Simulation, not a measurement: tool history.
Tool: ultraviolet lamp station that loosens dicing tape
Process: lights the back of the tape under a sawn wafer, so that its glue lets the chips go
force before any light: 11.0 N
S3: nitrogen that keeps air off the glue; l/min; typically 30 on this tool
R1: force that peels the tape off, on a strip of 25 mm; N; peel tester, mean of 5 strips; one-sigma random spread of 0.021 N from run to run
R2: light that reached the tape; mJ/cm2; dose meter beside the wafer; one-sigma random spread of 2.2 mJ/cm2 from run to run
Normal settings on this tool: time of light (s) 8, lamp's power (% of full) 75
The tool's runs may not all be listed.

run 1 day=0 | time_of_light_(s)=8 lamp's_power_(%_of_full)=75 S3=30 | R1=1.65 R2=142
run 2 day=3.908 | time_of_light_(s)=8 lamp's_power_(%_of_full)=75 S3=30 | R1=1.801 R2=140
run 3 day=6.958 | time_of_light_(s)=8 lamp's_power_(%_of_full)=75 S3=30 | R1=1.859 R2=137
run 4 day=10.05 | time_of_light_(s)=8 lamp's_power_(%_of_full)=75 S3=30 | R1=1.903 R2=139
run 5 day=12.533 | time_of_light_(s)=8 lamp's_power_(%_of_full)=75 S3=30 | R1=2.023 R2=132
-- day=14.925 window cleaned of glue's vapour
run 6 day=16.592 | time_of_light_(s)=8 lamp's_power_(%_of_full)=75 S3=30 | R1=1.816 R2=143
run 7 day=19.204 | time_of_light_(s)=7 lamp's_power_(%_of_full)=75 S3=30 | R1=2.316 R2=124
run 8 day=21.738 | time_of_light_(s)=8 lamp's_power_(%_of_full)=75 S3=19 | R1=2.546 R2=140
run 9 day=25.35 | time_of_light_(s)=8 lamp's_power_(%_of_full)=73 S3=30 | R1=2.027 R2=131
run 10 day=27.717 | time_of_light_(s)=8 lamp's_power_(%_of_full)=75 S3=30 | R1=2.047 R2=131
run 11 day=30.696 | time_of_light_(s)=6 lamp's_power_(%_of_full)=93 S3=59 | R1=1.661 R2=118
run 12 day=34.904 | time_of_light_(s)=7 lamp's_power_(%_of_full)=65 S3=19 | R1=4.113 R2=91
-- day=36.65 window cleaned of glue's vapour
-- day=38.133 lamp changed
run 13 day=38.146 | time_of_light_(s)=6 lamp's_power_(%_of_full)=83 S3=16 | R1=2.346 R2=156
run 14 day=40.55 | time_of_light_(s)=7 lamp's_power_(%_of_full)=75 S3=10 | R1=2.916 R2=162
run 15 day=44.775 | time_of_light_(s)=8 lamp's_power_(%_of_full)=72 S3=22 | R1=1.593 R2=171
run 16 day=47.546 | time_of_light_(s)=8 lamp's_power_(%_of_full)=72 S3=22 | R1=1.661 R2=171
run 17 day=49.358 | time_of_light_(s)=8 lamp's_power_(%_of_full)=72 S3=22 | R1=1.712 R2=169
run 18 day=51.667 | time_of_light_(s)=8 lamp's_power_(%_of_full)=72 S3=22 | R1=1.726 R2=167
run 19 day=54.696 | time_of_light_(s)=5 lamp's_power_(%_of_full)=93 S3=40 | R1=1.748 R2=131

What if the next run were any one of these 3? Each begins from the tool's condition after run 19:
run A day=56.504 | time_of_light_(s)=9 lamp's_power_(%_of_full)=96 S3=10 | R1=? R2=?
run B day=56.504 | time_of_light_(s)=9 lamp's_power_(%_of_full)=91 S3=13 | R1=? R2=?
run C day=56.504 | time_of_light_(s)=4 lamp's_power_(%_of_full)=61 S3=22 | R1=? R2=?

run=A R1=1.614 R2=236
run=B R1=1.486 R2=224
run=C R1=5.081 R2=63
Take away the tool's hidden state, keep each run's random variation, and the runs would have read:
run=A R1=1.232 R2=271
run=B R1=1.12 R2=258
run=C R1=4.532 R2=73
